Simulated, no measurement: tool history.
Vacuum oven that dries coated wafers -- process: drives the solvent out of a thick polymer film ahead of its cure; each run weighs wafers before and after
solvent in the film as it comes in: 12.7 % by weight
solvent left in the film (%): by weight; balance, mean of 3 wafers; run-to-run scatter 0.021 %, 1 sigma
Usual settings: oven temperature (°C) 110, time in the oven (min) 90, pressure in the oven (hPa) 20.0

{"run": 1, "hour": 0.0, "oven temperature (°C)": 110, "time in the oven (min)": 90, "pressure in the oven (hPa)": 20.0, "solvent left in the film (%)": 2.51}
{"run": 2, "hour": 45.9, "oven temperature (°C)": 116, "time in the oven (min)": 90, "pressure in the oven (hPa)": 20.0, "solvent left in the film (%)": 1.79}
{"run": 3, "hour": 94.5, "oven temperature (°C)": 116, "time in the oven (min)": 90, "pressure in the oven (hPa)": 20.0, "solvent left in the film (%)": 1.81}
{"hour": 122.1, "done": "oven's thermocouples calibrated"}
{"run": 4, "hour": 125.5, "oven temperature (°C)": 116, "time in the oven (min)": 90, "pressure in the oven (hPa)": 20.0, "solvent left in the film (%)": 1.97}
{"run": 5, "hour": 170.3, "oven temperature (°C)": 110, "time in the oven (min)": 90, "pressure in the oven (hPa)": 43.5, "solvent left in the film (%)": 4.45}
{"run": 6, "hour": 213.0, "oven temperature (°C)": 110, "time in the oven (min)": 90, "pressure in the oven (hPa)": 43.5, "solvent left in the film (%)": 4.4}
{"run": 7, "hour": 247.7, "oven temperature (°C)": 110, "time in the oven (min)": 90, "pressure in the oven (hPa)": 20.0, "solvent left in the film (%)": 2.7}
{"run": 8, "hour": 274.6, "oven temperature (°C)": 110, "time in the oven (min)": 90, "pressure in the oven (hPa)": 17.7, "solvent left in the film (%)": 2.51}
{"run": 9, "hour": 325.0, "oven temperature (°C)": 110, "time in the oven (min)": 90, "pressure in the oven (hPa)": 17.5, "solvent left in the film (%)": 2.57}
{"run": 10, "hour": 371.8, "oven temperature (°C)": 110, "time in the oven (min)": 90, "pressure in the oven (hPa)": 17.5, "solvent left in the film (%)": 2.53}
{"run": 11, "hour": 412.9, "oven temperature (°C)": 110, "time in the oven (min)": 90, "pressure in the oven (hPa)": 17.5, "solvent left in the film (%)": 2.51}
{"run": 12, "hour": 442.9, "oven temperature (°C)": 110, "time in the oven (min)": 90, "pressure in the oven (hPa)": 17.5, "solvent left in the film (%)": 2.5}
{"run": 13, "hour": 473.5, "oven temperature (°C)": 110, "time in the oven (min)": 90, "pressure in the oven (hPa)": 17.5, "solvent left in the film (%)": 2.51}
{"run": 14, "hour": 517.2, "oven temperature (°C)": 110, "time in the oven (min)": 90, "pressure in the oven (hPa)": 17.5, "solvent left in the film (%)": 2.51}
{"run": 15, "hour": 546.1, "oven temperature (°C)": 110, "time in the oven (min)": 90, "pressure in the oven (hPa)": 20.0, "solvent left in the film (%)": 2.69}
{"run": 16, "hour": 575.8, "oven temperature (°C)": 110, "time in the oven (min)": 90, "pressure in the oven (hPa)": 42.0, "solvent left in the film (%)": 4.27}
{"run": 17, "hour": 619.4, "oven temperature (°C)": 110, "time in the oven (min)": 90, "pressure in the oven (hPa)": 42.0, "solvent left in the film (%)": 4.28}
{"run": 18, "hour": 641.6, "oven temperature (°C)": 110, "time in the oven (min)": 90, "pressure in the oven (hPa)": 42.0, "solvent left in the film (%)": 4.28}
{"run": 19, "hour": 670.2, "oven temperature (°C)": 110, "time in the oven (min)": 90, "pressure in the oven (hPa)": 20.0, "solvent left in the film (%)": 2.66}
{"run": 20, "hour": 701.8, "oven temperature (°C)": 110, "time in the oven (min)": 90, "pressure in the oven (hPa)": 20.0, "solvent left in the film (%)": 2.67}
{"hour": 708.4, "done": "vacuum gauge cleaned of residue and calibrated"}
{"run": 21, "hour": 730.0, "oven temperature (°C)": 110, "time in the oven (min)": 90, "pressure in the oven (hPa)": 20.0, "solvent left in the film (%)": 2.7}
{"run": 22, "hour": 774.2, "oven temperature (°C)": 110, "time in the oven (min)": 90, "pressure in the oven (hPa)": 20.0, "solvent left in the film (%)": 2.71}
{"run": 23, "hour": 816.0, "oven temperature (°C)": 110, "time in the oven (min)": 90, "pressure in the oven (hPa)": 20.0, "solvent left in the film (%)": 2.72}
{"hour": 844.6, "done": "vacuum gauge cleaned of residue and calibrated, once more"}
{"run": 24, "hour": 860.1, "oven temperature (°C)": 110, "time in the oven (min)": 90, "pressure in the oven (hPa)": 20.0, "solvent left in the film (%)": 2.57}
{"run": 25, "hour": 906.2, "oven temperature (°C)": 114, "time in the oven (min)": 118, "pressure in the oven (hPa)": 10.5, "solvent left in the film (%)": 1.04}
{"run": 26, "hour": 951.8, "oven temperature (°C)": 111, "time in the oven (min)": 90, "pressure in the oven (hPa)": 20.0, "solvent left in the film (%)": 2.44}
{"run": 27, "hour": 987.0, "oven temperature (°C)": 111, "time in the oven (min)": 90, "pressure in the oven (hPa)": 20.0, "solvent left in the film (%)": 2.45}
{"run": 28, "hour": 1027.4, "oven temperature (°C)": 111, "time in the oven (min)": 90, "pressure in the oven (hPa)": 10.1, "solvent left in the film (%)": 1.76}
{"run": 29, "hour": 1060.7, "oven temperature (°C)": 121, "time in the oven (min)": 87, "pressure in the oven (hPa)": 43.1, "solvent left in the film (%)": 2.66}
{"run": 30, "hour": 1091.9, "oven temperature (°C)": 98, "time in the oven (min)": 112, "pressure in the oven (hPa)": 10.5, "solvent left in the film (%)": 3.0}
{"run": 31, "hour": 1132.2, "oven temperature (°C)": 103, "time in the oven (min)": 111, "pressure in the oven (hPa)": 24.6, "solvent left in the film (%)": 3.51}
{"run": 32, "hour": 1174.7, "oven temperature (°C)": 103, "time in the oven (min)": 111, "pressure in the oven (hPa)": 58.8, "solvent left in the film (%)": 6.62}
{"run": 33, "hour": 1220.6, "oven temperature (°C)": 103, "time in the oven (min)": 127, "pressure in the oven (hPa)": 58.8, "solvent left in the film (%)": 6.43}
{"run": 34, "hour": 1261.5, "oven temperature (°C)": 109, "time in the oven (min)": 74, "pressure in the oven (hPa)": 20.0, "solvent left in the film (%)": 3.19}
{"run": 35, "hour": 1295.7, "oven temperature (°C)": 103, "time in the oven (min)": 69, "pressure in the oven (hPa)": 20.0, "solvent left in the film (%)": 4.38}
{"run": 36, "hour": 1325.8, "oven temperature (°C)": 108, "time in the oven (min)": 90, "pressure in the oven (hPa)": 20.0, "solvent left in the film (%)": 2.82}
{"run": 37, "hour": 1368.6, "oven temperature (°C)": 99, "time in the oven (min)": 98, "pressure in the oven (hPa)": 10.8, "solvent left in the film (%)": 3.21}
{"run": 38, "hour": 1417.1, "oven temperature (°C)": 99, "time in the oven (min)": 98, "pressure in the oven (hPa)": 10.8, "solvent left in the film (%)": 3.22}
{"run": 39, "hour": 1463.4, "oven temperature (°C)": 99, "time in the oven (min)": 98, "pressure in the oven (hPa)": 10.8, "solvent left in the film (%)": 3.18}
{"run": 40, "hour": 1498.2, "oven temperature (°C)": 99, "time in the oven (min)": 98, "pressure in the oven (hPa)": 10.8, "solvent left in the film (%)": 3.22}
{"run": 41, "hour": 1522.1, "oven temperature (°C)": 99, "time in the oven (min)": 68, "pressure in the oven (hPa)": 20.0, "solvent left in the film (%)": 5.14}
{"run": 42, "hour": 1575.7, "oven temperature (°C)": 99, "time in the oven (min)": 89, "pressure in the oven (hPa)": 57.8, "solvent left in the film (%)": 7.82}
{"run": 43, "hour": 1626.5, "oven temperature (°C)": 99, "time in the oven (min)": 89, "pressure in the oven (hPa)": 57.8, "solvent left in the film (%)": 7.79}
{"run": 44, "hour": 1669.7, "oven temperature (°C)": 99, "time in the oven (min)": 138, "pressure in the oven (hPa)": 32.3, "solvent left in the film (%)": 4.47}
{"run": 45, "hour": 1721.1, "oven temperature (°C)": 118, "time in the oven (min)": 113, "pressure in the oven (hPa)": 20.0, "solvent left in the film (%)": 1.4}
{"run": 46, "hour": 1761.7, "oven temperature (°C)": 108, "time in the oven (min)": 127, "pressure in the oven (hPa)": 42.6, "solvent left in the film (%)": 3.96}
{"run": 47, "hour": 1813.0, "oven temperature (°C)": 106, "time in the oven (min)": 90, "pressure in the oven (hPa)": 20.0, "solvent left in the film (%)": 3.09}

Forecast each of these 3 alternatives for the next run:
{"run": "A", "hour": 1860.9, "oven temperature (°C)": 102, "time in the oven (min)": 110, "pressure in the oven (hPa)": 23.8, "solvent left in the film (%)": "?"}
{"run": "B", "hour": 1860.9, "oven temperature (°C)": 106, "time in the oven (min)": 90, "pressure in the oven (hPa)": 12.1, "solvent left in the film (%)": "?"}
{"run": "C", "hour": 1860.9, "oven temperature (°C)": 99, "time in the oven (min)": 75, "pressure in the oven (hPa)": 20.0, "solvent left in the film (%)": "?"}

run=A solvent_left_in_the_film_(%)=3.58
run=B solvent_left_in_the_film_(%)=2.49
run=C solvent_left_in_the_film_(%)=4.87
What these runs would have given with no unlogged condition in the tool:
run=A solvent_left_in_the_film_(%)=3.76
run=B solvent_left_in_the_film_(%)=2.64
run=C solvent_left_in_the_film_(%)=5.08

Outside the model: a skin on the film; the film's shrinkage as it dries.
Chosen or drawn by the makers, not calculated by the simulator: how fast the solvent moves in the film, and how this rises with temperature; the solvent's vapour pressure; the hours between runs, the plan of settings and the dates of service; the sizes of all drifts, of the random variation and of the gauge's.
